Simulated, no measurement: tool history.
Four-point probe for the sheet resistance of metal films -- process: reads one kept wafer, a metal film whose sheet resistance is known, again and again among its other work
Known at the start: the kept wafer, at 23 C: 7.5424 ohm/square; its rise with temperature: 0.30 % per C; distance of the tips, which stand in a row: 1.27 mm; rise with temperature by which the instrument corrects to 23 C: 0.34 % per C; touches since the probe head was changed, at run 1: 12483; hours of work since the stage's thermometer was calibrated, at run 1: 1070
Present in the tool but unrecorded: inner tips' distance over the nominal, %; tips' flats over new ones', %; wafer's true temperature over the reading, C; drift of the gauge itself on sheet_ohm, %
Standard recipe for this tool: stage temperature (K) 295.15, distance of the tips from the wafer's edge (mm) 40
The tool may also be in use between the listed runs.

run	hour	stage temperature (K)	distance of the tips from the wafer's edge (mm)	touches since the probe head was changed	hours of work since the stage's thermometer was calibrated	sheet resistance as the instrument gives it (ohm/square)
1	0	295.15	40	12483	1070	7.560105
2	77.5	295.15	40	14364	1126	7.558573
3	146	292.15	40	16027	1177	7.563542
4	199.8	292.15	40	17333	1216	7.567981
5	254.5	292.15	40	18660	1256	7.567179
6	321	292.15	40	20273	1305	7.566887
7	413.9	292.15	40	22529	1373	7.567672
8	516.3	292.15	40	25012	1448	7.567941
9	568.6	295.15	5	26282	1486	7.807019
10	616.4	295.15	5	27443	1521	7.803752
# hour 623.4: stage's thermometer calibrated
11	680.9	295.15	5	28995	42	7.808014
12	732.8	305.15	40	30255	80	7.528991
13	810.2	305.15	40	32133	137	7.530563
14	906.8	299.15	3	34479	208	8.201627
15	1000.1	292.15	21	36743	276	7.57458
16	1095.5	292.15	21	39059	346	7.578526
# hour 1156.9: stage's thermometer calibrated, once more
17	1162.6	292.15	21	40675	4	7.574892
18	1205.5	292.15	21	41716	36	7.570845
19	1290.2	293.15	14	43773	98	7.584978
20	1388.1	302.15	12	46148	169	7.569044
21	1474.3	300.15	6	48241	233	7.709648
22	1574.4	306.15	6	50670	306	7.688474
23	1647.4	308.15	8	52440	359	7.607958

Each row is a separate what-if for the run after 23, all from the same tool condition, not one after another. Results?
A	1715.9	296.15	35	54102	409	?
B	1715.9	296.15	51	54102	409	?
C	1715.9	293.15	49	54102	409	?
D	1715.9	295.15	28	54102	409	?

run	sheet resistance as the instrument gives it (ohm/square)
A	7.544975
B	7.543909
C	7.553739
D	7.554795
What these runs would have given with no unlogged condition in the tool:
run	sheet resistance as the instrument gives it (ohm/square)
A	7.545358
B	7.544293
C	7.554102
D	7.555173

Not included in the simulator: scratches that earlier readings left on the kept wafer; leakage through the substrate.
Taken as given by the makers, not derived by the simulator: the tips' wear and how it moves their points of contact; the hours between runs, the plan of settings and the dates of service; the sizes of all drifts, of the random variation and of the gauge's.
